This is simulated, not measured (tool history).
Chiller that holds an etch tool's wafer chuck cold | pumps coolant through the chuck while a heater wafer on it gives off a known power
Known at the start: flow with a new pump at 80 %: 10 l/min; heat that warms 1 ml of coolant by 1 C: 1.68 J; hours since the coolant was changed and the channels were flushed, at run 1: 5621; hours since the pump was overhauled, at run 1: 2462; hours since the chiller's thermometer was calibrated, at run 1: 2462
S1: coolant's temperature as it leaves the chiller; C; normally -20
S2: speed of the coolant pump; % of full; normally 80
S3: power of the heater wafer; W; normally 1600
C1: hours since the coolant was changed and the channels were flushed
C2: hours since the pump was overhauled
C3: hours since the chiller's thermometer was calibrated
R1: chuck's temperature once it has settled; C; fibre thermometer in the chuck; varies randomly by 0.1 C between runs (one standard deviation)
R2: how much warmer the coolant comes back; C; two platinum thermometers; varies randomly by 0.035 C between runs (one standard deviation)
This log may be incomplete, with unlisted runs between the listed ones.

run,hour,S1,S2,S3,C1,C2,C3,R1,R2
1,0.0,-20,80,1600,5621,2462,2462,5.6,5.90
2,75.2,-20,80,1600,5697,2538,2538,5.7,5.97
3,122.7,-20,80,1600,5744,2585,2585,5.6,5.96
4,171.9,-20,80,1600,5793,2634,2634,5.7,5.95
5,240.4,-20,80,1600,5862,2703,2703,5.8,5.92
6,284.6,-20,80,1600,5906,2747,2747,5.8,5.98
7,321.7,-17,73,1348,5943,2784,2784,5.9,5.49
8,409.9,-21,93,1349,6031,2872,2872,-0.5,4.41
9,479.4,-15,85,1935,6101,2942,2942,15.6,6.82

Forecast run 10:
10,568.6,-15,85,1935,6190,3031,3031,?,?

R1: 15.8 C
R2: 6.81 C
With no hidden state in the tool, this same run would have given R1 9.3 C, R2 6.47 C.

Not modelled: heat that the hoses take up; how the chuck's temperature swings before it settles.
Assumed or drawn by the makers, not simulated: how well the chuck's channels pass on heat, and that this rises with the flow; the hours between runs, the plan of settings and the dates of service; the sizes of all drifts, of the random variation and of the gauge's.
